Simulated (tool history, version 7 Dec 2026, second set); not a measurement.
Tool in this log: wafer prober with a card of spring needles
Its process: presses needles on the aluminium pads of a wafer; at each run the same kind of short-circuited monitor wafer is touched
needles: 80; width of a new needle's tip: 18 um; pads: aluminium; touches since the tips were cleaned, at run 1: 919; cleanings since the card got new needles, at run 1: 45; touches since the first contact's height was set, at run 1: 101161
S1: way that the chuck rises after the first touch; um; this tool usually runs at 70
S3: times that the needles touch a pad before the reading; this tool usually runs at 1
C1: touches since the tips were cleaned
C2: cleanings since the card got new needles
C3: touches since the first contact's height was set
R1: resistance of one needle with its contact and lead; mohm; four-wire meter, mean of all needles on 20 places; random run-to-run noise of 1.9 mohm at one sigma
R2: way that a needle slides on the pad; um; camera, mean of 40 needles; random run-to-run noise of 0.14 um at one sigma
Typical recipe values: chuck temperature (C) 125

Run 1, hour 0: usual settings; C1 919; C2 45; C3 101161. Result: R1 211 mohm, R2 11.45 um.
At hour 4.8: tips cleaned on abrasive film.
At hour 11.2: tips cleaned on abrasive film.
At hour 19.2: tips cleaned on abrasive film.
At hour 25.6: tips cleaned on abrasive film.
Run 2, hour 28.3: usual settings; C1 858; C2 49; C3 110041. Result: R1 218 mohm, R2 11.05 um.
At hour 33.2: tips cleaned on abrasive film.
At hour 41.1: tips cleaned on abrasive film.
At hour 47.6: tips cleaned on abrasive film.
At hour 54: tips cleaned on abrasive film.
Run 3, hour 55.1: usual settings but S1 75 um; C1 364; C2 53; C3 118422. Result: R1 214 mohm, R2 11.67 um.
At hour 61.5: tips cleaned on abrasive film.
At hour 67.9: tips cleaned on abrasive film.
At hour 74.4: tips cleaned on abrasive film.
At hour 80.8: tips cleaned on abrasive film.
At hour 87.2: tips cleaned on abrasive film.
Run 4, hour 90.8: usual settings but S1 55 um; C1 1146; C2 58; C3 129598. Result: R1 229 mohm, R2 8.1 um.
At hour 94: tips cleaned on abrasive film.
At hour 100.5: tips cleaned on abrasive film.
At hour 108.4: tips cleaned on abrasive film.
At hour 113.3: tips cleaned on abrasive film, once more.
Run 5, hour 117.8: usual settings; C1 1427; C2 62; C3 138047. Result: R1 224 mohm, R2 10.52 um.
At hour 121: tips cleaned on abrasive film.
At hour 129: tips cleaned on abrasive film.
At hour 135.4: tips cleaned on abrasive film.
Run 6, hour 141.5: usual settings; C1 1938; C2 65; C3 145501. Result: R1 226 mohm, R2 10.45 um.
At hour 143.2: tips cleaned on abrasive film.
At hour 151.2: tips cleaned on abrasive film.
At hour 157.6: tips cleaned on abrasive film.
At hour 165.6: tips cleaned on abrasive film.
Run 7, hour 166.5: usual settings but S1 61 um; C1 275; C2 69; C3 153297. Result: R1 220 mohm, R2 9 um.
At hour 172.9: tips cleaned on abrasive film.
At hour 180.8: tips cleaned on abrasive film.
At hour 187.2: tips cleaned on abrasive film.
At hour 193.6: tips cleaned on abrasive film.
At hour 200: tips cleaned on abrasive film.
Run 8, hour 202.6: usual settings but chuck temperature (C) 124; C1 807; C2 74; C3 164621. Result: R1 218 mohm, R2 10.47 um.
At hour 207.4: tips cleaned on abrasive film.
At hour 213.8: tips cleaned on abrasive film.
At hour 221.8: tips cleaned on abrasive film.
At hour 228.2: tips cleaned on abrasive film.
At hour 236.2: tips cleaned on abrasive film.
Run 9, hour 237.4: usual settings but chuck temperature (C) 124, S3 2; C1 401; C2 79; C3 175535. Result: R1 213 mohm, R2 10.21 um.
At hour 243.8: tips cleaned on abrasive film.
At hour 250.3: tips cleaned on abrasive film.
Run 10, hour 255.1: usual settings but chuck temperature (C) 124, S3 2; C1 1534; C2 81; C3 181081. Result: R1 216 mohm, R2 10.1 um.
At hour 256.8: tips cleaned on abrasive film.
At hour 258.7: height of the first contact set anew.
At hour 263.5: tips cleaned on abrasive film.
At hour 269.9: tips cleaned on abrasive film.
At hour 276.3: tips cleaned on abrasive film.
Run 11, hour 281.5: usual settings but chuck temperature (C) 124, S3 2; C1 1657; C2 85; C3 7173. Result: R1 213 mohm, R2 11.74 um.
At hour 283.2: tips cleaned on abrasive film.
At hour 291.2: tips cleaned on abrasive film.
At hour 299.2: tips cleaned on abrasive film.
At hour 305.6: tips cleaned on abrasive film.
Run 12, hour 306.7: usual settings; C1 357; C2 89; C3 15054. Result: R1 206 mohm, R2 12.2 um.
At hour 313.1: tips cleaned on abrasive film.
At hour 321.1: tips cleaned on abrasive film.
Run 13, hour 325: usual settings but S1 54 um; C1 1229; C2 91; C3 20797. Result: R1 224 mohm, R2 9.41 um.
At hour 328.2: tips cleaned on abrasive film.
At hour 334.7: tips cleaned on abrasive film.
At hour 341.6: tips cleaned on abrasive film.
Run 14, hour 341.6: usual settings but S1 54 um; C1 0; C2 94; C3 25987. Result: R1 214 mohm, R2 9.2 um.
At hour 348: tips cleaned on abrasive film.
At hour 356: tips cleaned on abrasive film.
At hour 362.4: tips cleaned on abrasive film.
At hour 370.4: tips cleaned on abrasive film.
Run 15, hour 370.5: usual settings but S1 87 um, chuck temperature (C) 49; C1 17; C2 98; C3 35025. Result: R1 188 mohm, R2 14.95 um.
At hour 376.9: tips cleaned on abrasive film.
At hour 384.9: tips cleaned on abrasive film.
At hour 392.8: tips cleaned on abrasive film.
At hour 400.6: tips cleaned on abrasive film.
Run 16, hour 400.6: usual settings but S1 87 um, chuck temperature (C) 49; C1 0; C2 102; C3 44460. Result: R1 190 mohm, R2 14.72 um.
At hour 407: tips cleaned on abrasive film.
At hour 413.4: tips cleaned on abrasive film.
At hour 419.8: tips cleaned on abrasive film.
At hour 426.2: tips cleaned on abrasive film.
Run 17, hour 432.5: usual settings but S1 85 um; C1 2005; C2 106; C3 54489. Result: R1 215 mohm, R2 14.46 um.
At hour 434.2: tips cleaned on abrasive film.
At hour 442.2: tips cleaned on abrasive film.
At hour 448.6: tips cleaned on abrasive film.
At hour 455: tips cleaned on abrasive film.
At hour 461.4: tips cleaned on abrasive film.
Run 18, hour 464.9: usual settings but S1 85 um; C1 1104; C2 111; C3 64620. Result: R1 211 mohm, R2 14.19 um.
At hour 468.1: tips cleaned on abrasive film.
At hour 474.6: tips cleaned on abrasive film.
At hour 481: tips cleaned on abrasive film.
At hour 487.4: tips cleaned on abrasive film.
Run 19, hour 490.9: usual settings but S1 54 um, chuck temperature (C) 48, S3 2; C1 1120; C2 115; C3 72759. Result: R1 209 mohm, R2 8.78 um.
At hour 494.2: tips cleaned on abrasive film.
At hour 500.6: tips cleaned on abrasive film.
At hour 508.6: tips cleaned on abrasive film.
At hour 516.5: tips cleaned on abrasive film.
At hour 524.4: tips cleaned on abrasive film.
Run 20, hour 524.4: usual settings but S1 54 um, chuck temperature (C) 48, S3 2; C1 0; C2 120; C3 83239. Result: R1 199 mohm, R2 8.57 um.
At hour 532.3: tips cleaned on abrasive film.
At hour 538.7: tips cleaned on abrasive film.
At hour 545.2: tips cleaned on abrasive film.
At hour 553.1: tips cleaned on abrasive film.
Run 21, hour 555.2: usual settings but S1 54 um, chuck temperature (C) 48, S3 2; C1 647; C2 124; C3 92900. Result: R1 204 mohm, R2 8.79 um.
At hour 560: tips cleaned on abrasive film.
At hour 568: tips cleaned on abrasive film.
At hour 574.4: tips cleaned on abrasive film.
At hour 580.8: tips cleaned on abrasive film.
At hour 588.8: tips cleaned on abrasive film.
Run 22, hour 592.7: usual settings but S1 54 um, chuck temperature (C) 48, S3 2; C1 1229; C2 129; C3 104650. Result: R1 210 mohm, R2 8.54 um.
At hour 595.9: tips cleaned on abrasive film.
At hour 603.9: tips cleaned on abrasive film.
At hour 610.3: tips cleaned on abrasive film.
At hour 616.7: tips cleaned on abrasive film.
At hour 623.3: tips cleaned on abrasive film.
Run 23, hour 623.3: usual settings but S1 83 um, chuck temperature (C) 58; C1 0; C2 134; C3 114219. Result: R1 192 mohm, R2 13.29 um.
At hour 629.7: tips cleaned on abrasive film.
At hour 636.1: tips cleaned on abrasive film.
At hour 642.5: tips cleaned on abrasive film.
At hour 648.9: tips cleaned on abrasive film.
At hour 655.8: tips cleaned on abrasive film.
Run 24, hour 655.8: usual settings but chuck temperature (C) 26, S3 2; C1 0; C2 139; C3 124417. Result: R1 189 mohm, R2 10.96 um.
At hour 663.8: tips cleaned on abrasive film.
At hour 671.8: tips cleaned on abrasive film.
Run 25, hour 675.4: usual settings but chuck temperature (C) 26, S3 2; C1 1144; C2 141; C3 130569. Result: R1 198 mohm, R2 10.93 um.
At hour 678.7: tips cleaned on abrasive film.
At hour 685.1: tips cleaned on abrasive film.
At hour 693.1: tips cleaned on abrasive film.
Run 26, hour 696.9: usual settings but S1 75 um, chuck temperature (C) 65; C1 1215; C2 144; C3 137304. Result: R1 209 mohm, R2 11.86 um.
At hour 700.2: tips cleaned on abrasive film.
At hour 706.6: tips cleaned on abrasive film.
At hour 713: tips cleaned on abrasive film.
At hour 721: tips cleaned on abrasive film.
At hour 727.4: tips cleaned on abrasive film.
Run 27, hour 730.6: usual settings but S1 78 um, chuck temperature (C) 31, S3 2; C1 1028; C2 149; C3 147861. Result: R1 194 mohm, R2 12.13 um.

The logged runs with the hidden state left out (each run's random variation unchanged):
What the log doesn't record here: debris on the tips, nm; way that the needles fall short of the set height, um; tips' diameter, um; drift of the gauge itself on contact_mohm, %; drift of the gauge itself on scrub_um, %.
run   R1     R2
  1  200  12.35
  2  206  12.37
  3  207  13.06
  4  204   9.59
  5  205  12.06
  6  204  12.07
  7  208  10.69
  8  203  12.25
  9  204   12.1
 10  200  12.01
 11  203   11.8
 12  199  12.33
 13  202   9.58
 14  207   9.42
 15  185  15.23
 16  187  15.08
 17  200   14.9
 18  200  14.73
 19  191   9.39
 20  192   9.28
 21  188   9.58
 22  189   9.44
 23  188  14.28
 24  183  12.06
 25  184  12.07
 26  189  13.06
 27  182  13.42

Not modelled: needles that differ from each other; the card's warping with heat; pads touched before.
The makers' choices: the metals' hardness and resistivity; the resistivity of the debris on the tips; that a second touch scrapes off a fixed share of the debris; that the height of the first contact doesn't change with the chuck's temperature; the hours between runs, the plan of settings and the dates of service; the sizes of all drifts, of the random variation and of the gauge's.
